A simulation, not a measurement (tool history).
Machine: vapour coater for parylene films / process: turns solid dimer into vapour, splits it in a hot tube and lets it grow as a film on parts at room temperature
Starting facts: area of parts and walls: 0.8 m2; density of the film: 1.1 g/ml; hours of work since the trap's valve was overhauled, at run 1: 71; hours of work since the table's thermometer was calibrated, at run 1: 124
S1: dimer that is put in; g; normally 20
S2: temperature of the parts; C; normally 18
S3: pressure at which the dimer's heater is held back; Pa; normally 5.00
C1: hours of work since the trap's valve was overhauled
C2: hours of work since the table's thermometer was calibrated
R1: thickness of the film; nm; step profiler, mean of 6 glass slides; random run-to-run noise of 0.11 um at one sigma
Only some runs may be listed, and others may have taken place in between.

run 1 hour=0.0 | S1=20 S2=18 S3=5.00 | C1=71 C2=124 | R1=13630
run 2 hour=23.9 | S1=9 S2=18 S3=5.00 | C1=86 C2=139 | R1=6130
run 3 hour=50.2 | S1=11 S2=18 S3=5.00 | C1=102 C2=155 | R1=7480
run 4 hour=65.8 | S1=20 S2=18 S3=5.00 | C1=112 C2=164 | R1=13640
run 5 hour=89.6 | S1=20 S2=17 S3=5.00 | C1=126 C2=179 | R1=14450
run 6 hour=107.0 | S1=20 S2=14 S3=5.00 | C1=137 C2=190 | R1=16310
run 7 hour=134.2 | S1=11 S2=14 S3=5.00 | C1=154 C2=207 | R1=8770
run 8 hour=155.0 | S1=20 S2=19 S3=5.00 | C1=167 C2=220 | R1=12870
run 9 hour=172.7 | S1=20 S2=19 S3=5.00 | C1=178 C2=230 | R1=12810
run 10 hour=193.3 | S1=21 S2=19 S3=6.24 | C1=190 C2=243 | R1=13160
run 11 hour=207.6 | S1=11 S2=16 S3=5.00 | C1=199 C2=252 | R1=8070
run 12 hour=232.8 | S1=11 S2=16 S3=5.00 | C1=215 C2=267 | R1=8070
run 13 hour=253.1 | S1=11 S2=17 S3=6.68 | C1=227 C2=280 | R1=7500
run 14 hour=271.0 | S1=10 S2=30 S3=6.07 | C1=238 C2=291 | R1=3750
run 15 hour=298.5 | S1=10 S2=30 S3=6.07 | C1=255 C2=308 | R1=3760

For some of the steps in R1 from one run to the next: how much would appear even if the tool had no hidden state, given the settings, what came in and random variation, and how much remains for the hidden state plus any gauge scatter that the measured result and the result without hidden state don't share?
Hidden conditions of the tool in this case: vapour lost through the trap's worn valve, %; true temperature of the parts over the reading, C; drift of the gauge itself on film_um, %.
Run 6 -> 7: S1 20 -> 11. R1 -7540 nm: hidden state +180, all else -7720.

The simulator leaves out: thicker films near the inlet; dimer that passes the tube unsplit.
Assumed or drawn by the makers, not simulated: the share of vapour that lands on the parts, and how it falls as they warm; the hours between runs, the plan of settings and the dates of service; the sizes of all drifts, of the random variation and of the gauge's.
